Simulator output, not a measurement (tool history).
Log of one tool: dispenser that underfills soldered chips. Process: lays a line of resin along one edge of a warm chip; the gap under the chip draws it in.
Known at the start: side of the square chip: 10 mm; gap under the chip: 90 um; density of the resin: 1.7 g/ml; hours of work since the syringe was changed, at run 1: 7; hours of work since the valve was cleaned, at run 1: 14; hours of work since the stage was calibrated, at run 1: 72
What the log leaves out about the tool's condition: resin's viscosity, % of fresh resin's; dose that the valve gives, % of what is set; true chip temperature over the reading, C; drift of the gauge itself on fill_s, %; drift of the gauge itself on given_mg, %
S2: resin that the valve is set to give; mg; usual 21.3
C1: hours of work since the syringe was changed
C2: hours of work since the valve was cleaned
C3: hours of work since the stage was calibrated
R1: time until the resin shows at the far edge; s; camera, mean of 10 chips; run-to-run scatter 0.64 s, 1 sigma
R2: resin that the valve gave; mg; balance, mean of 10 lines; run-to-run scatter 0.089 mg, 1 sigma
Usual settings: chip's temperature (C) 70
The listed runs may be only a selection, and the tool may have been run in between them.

Run 1, hour 0.0: usual settings; C1 7; C2 14; C3 72. Result: R1 87.3 s, R2 21.01 mg.
At hour 5.5: new syringe of resin.
Run 2, hour 5.8: usual settings but S2 23.7 mg; C1 0; C2 18; C3 75. Result: R1 56.4 s, R2 23.35 mg.
Run 3, hour 9.9: usual settings but S2 23.7 mg; C1 3; C2 21; C3 78. Result: R1 70.3 s, R2 23.28 mg.
Run 4, hour 15.1: usual settings but S2 23.7 mg; C1 7; C2 25; C3 82. Result: R1 85.6 s, R2 23.23 mg.
At hour 20.6: new syringe of resin.
Run 5, hour 24.2: usual settings but S2 25.6 mg; C1 3; C2 31; C3 88. Result: R1 66.0 s, R2 24.81 mg.
Run 6, hour 31.6: usual settings but chip's temperature (C) 68; C1 8; C2 36; C3 94. Result: R1 101.9 s, R2 20.70 mg.
At hour 35.9: new syringe of resin.
Run 7, hour 36.6: usual settings but chip's temperature (C) 63; C1 1; C2 40; C3 97. Result: R1 77.7 s, R2 20.64 mg.
Run 8, hour 45.4: usual settings but chip's temperature (C) 63; C1 7; C2 46; C3 103. Result: R1 116.1 s, R2 20.58 mg.
At hour 50.8: new syringe of resin.
Run 9, hour 51.7: usual settings but chip's temperature (C) 63; C1 1; C2 50; C3 107. Result: R1 81.0 s, R2 20.35 mg.
Run 10, hour 58.7: usual settings; C1 6; C2 55; C3 112. Result: R1 84.4 s, R2 20.24 mg.
Run 11, hour 64.6: usual settings; C1 10; C2 59; C3 117. Result: R1 111.3 s, R2 20.20 mg.
At hour 65.6: new syringe of resin.
Run 12, hour 72.4: usual settings but chip's temperature (C) 78; C1 5; C2 65; C3 122. Result: R1 59.8 s, R2 20.06 mg.
Run 13, hour 76.9: usual settings but chip's temperature (C) 78; C1 8; C2 68; C3 125. Result: R1 74.8 s, R2 20.08 mg.
At hour 80.7: new syringe of resin.
Run 14, hour 83.1: usual settings; C1 2; C2 72; C3 129. Result: R1 66.0 s, R2 20.06 mg.
Run 15, hour 87.3: usual settings but S2 22.8 mg; C1 5; C2 75; C3 132. Result: R1 77.4 s, R2 21.13 mg.
At hour 95.8: new syringe of resin.
Run 16, hour 95.8: usual settings; C1 0; C2 81; C3 138. Result: R1 59.0 s, R2 19.77 mg.
At hour 102.1: dispensing valve cleaned and set on the balance.
Run 17, hour 103.3: usual settings; C1 5; C2 1; C3 143. Result: R1 77.4 s, R2 21.28 mg.
Run 18, hour 107.5: usual settings but chip's temperature (C) 59; C1 8; C2 4; C3 146. Result: R1 142.4 s, R2 21.22 mg.
At hour 111.7: new syringe of resin.
Run 19, hour 115.3: usual settings but chip's temperature (C) 66, S2 25.7 mg; C1 3; C2 9; C3 151. Result: R1 77.8 s, R2 25.65 mg.
Run 20, hour 121.5: usual settings but chip's temperature (C) 69, S2 22.8 mg; C1 7; C2 14; C3 155. Result: R1 92.6 s, R2 22.45 mg.
Run 21, hour 125.4: usual settings but chip's temperature (C) 64, S2 18.7 mg; C1 10; C2 16; C3 158. Result: R1 140.3 s, R2 18.30 mg.
At hour 126.4: new syringe of resin.
Run 22, hour 131.0: usual settings but S2 23.2 mg; C1 3; C2 20; C3 162. Result: R1 72.9 s, R2 22.87 mg.
Run 23, hour 135.9: usual settings but chip's temperature (C) 58, S2 18.9 mg; C1 7; C2 24; C3 165. Result: R1 148.9 s, R2 18.61 mg.
At hour 141.3: new syringe of resin.
Run 24, hour 141.8: usual settings but chip's temperature (C) 58, S2 18.9 mg; C1 0; C2 28; C3 169. Result: R1 99.4 s, R2 18.41 mg.
Run 25, hour 146.2: usual settings but chip's temperature (C) 72, S2 19.5 mg; C1 3; C2 31; C3 173. Result: R1 71.5 s, R2 18.98 mg.
Run 26, hour 153.7: usual settings but chip's temperature (C) 60, S2 19.5 mg; C1 9; C2 36; C3 178. Result: R1 157.9 s, R2 18.90 mg.
At hour 156.3: new syringe of resin.
Run 27, hour 159.8: usual settings but chip's temperature (C) 75, S2 19.8 mg; C1 2; C2 40; C3 182. Result: R1 57.9 s, R2 19.27 mg.
Run 28, hour 166.4: usual settings but chip's temperature (C) 77, S2 21.4 mg; C1 7; C2 45; C3 187. Result: R1 71.9 s, R2 20.47 mg.
Run 29, hour 170.5: usual settings but chip's temperature (C) 77, S2 21.4 mg; C1 10; C2 48; C3 190. Result: R1 87.0 s, R2 20.52 mg.
At hour 171.5: new syringe of resin.
Run 30, hour 176.0: usual settings but chip's temperature (C) 66, S2 18.6 mg; C1 3; C2 51; C3 193. Result: R1 90.2 s, R2 17.71 mg.
Run 31, hour 183.2: usual settings but chip's temperature (C) 66, S2 18.6 mg; C1 8; C2 57; C3 198. Result: R1 126.2 s, R2 17.69 mg.
At hour 186.5: new syringe of resin.
Run 32, hour 188.8: usual settings but chip's temperature (C) 66, S2 18.6 mg; C1 2; C2 60; C3 202. Result: R1 79.6 s, R2 17.52 mg.
Run 33, hour 197.7: usual settings but chip's temperature (C) 74, S2 24.9 mg; C1 8; C2 67; C3 208. Result: R1 82.3 s, R2 23.55 mg.
At hour 201.3: new syringe of resin.
Run 34, hour 207.1: usual settings but chip's temperature (C) 74, S2 24.9 mg; C1 4; C2 73; C3 215. Result: R1 64.1 s, R2 23.19 mg.
Run 35, hour 211.6: usual settings but chip's temperature (C) 74, S2 24.9 mg; C1 7; C2 76; C3 218. Result: R1 79.2 s, R2 23.15 mg.

Some steps in R1, run to run, broken into two amounts with sign: the step expected even without the hidden condition (settings, incoming material, random variation), and the rest, left for the hidden condition together with whatever gauge scatter is not in both the measured and the hidden-condition-free result:
Run 21 -> 22: chip's temperature (C) 64 -> 70, S2 18.7 -> 23.2, new syringe of resin. R1 -67.4 s: hidden state -50.8, all else -16.6.
Run 22 -> 23: chip's temperature (C) 70 -> 58, S2 23.2 -> 18.9. R1 +76.0 s: hidden state +40.4, all else +35.6.
Run 25 -> 26: chip's temperature (C) 72 -> 60. R1 +86.4 s: hidden state +55.0, all else +31.4.
Run 26 -> 27: chip's temperature (C) 60 -> 75, S2 19.5 -> 19.8, new syringe of resin. R1 -100.0 s: hidden state -61.5, all else -38.5.
